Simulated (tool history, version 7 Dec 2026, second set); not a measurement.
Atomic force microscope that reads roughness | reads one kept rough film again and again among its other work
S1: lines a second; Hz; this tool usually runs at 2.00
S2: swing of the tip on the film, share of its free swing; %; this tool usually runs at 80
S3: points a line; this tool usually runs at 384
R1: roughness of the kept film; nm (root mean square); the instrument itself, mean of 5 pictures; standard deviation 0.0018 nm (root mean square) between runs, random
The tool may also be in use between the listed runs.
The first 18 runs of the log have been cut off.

run	hour	S1	S2	S3	R1
19	122.8	2.49	80	384	0.754
20	126.6	1.40	65	687	0.897
21	131.2	2.00	80	809	0.787
22	138.7	0.52	88	809	0.885
23	146.6	0.52	88	809	0.884
24	154.2	2.00	75	387	0.819
25	162.1	2.00	75	387	0.823
26	167.3	2.00	75	387	0.819
27	173.0	1.55	80	420	0.817
28	179.4	1.35	57	388	0.918
29	188.1	1.35	58	551	0.913
30	193.5	0.88	77	802	0.882
31	197.5	2.56	60	802	0.876
32	203.3	2.56	60	802	0.876
33	208.2	1.06	56	802	0.924
34	213.4	1.06	56	475	0.923
35	220.9	1.22	80	288	0.840
36	224.9	1.22	80	288	0.841

Here are 4 independent what-if runs from the current tool condition. What would each one return?
A	233.7	1.25	67	322	?
B	233.7	2.78	63	269	?
C	233.7	1.22	81	350	?
D	233.7	0.95	72	384	?

run	R1
A	0.893
B	0.853
C	0.834
D	0.893
With the hidden condition removed and each run's random variation left untouched, the same runs would have given:
run	R1
A	0.900
B	0.859
C	0.840
D	0.900

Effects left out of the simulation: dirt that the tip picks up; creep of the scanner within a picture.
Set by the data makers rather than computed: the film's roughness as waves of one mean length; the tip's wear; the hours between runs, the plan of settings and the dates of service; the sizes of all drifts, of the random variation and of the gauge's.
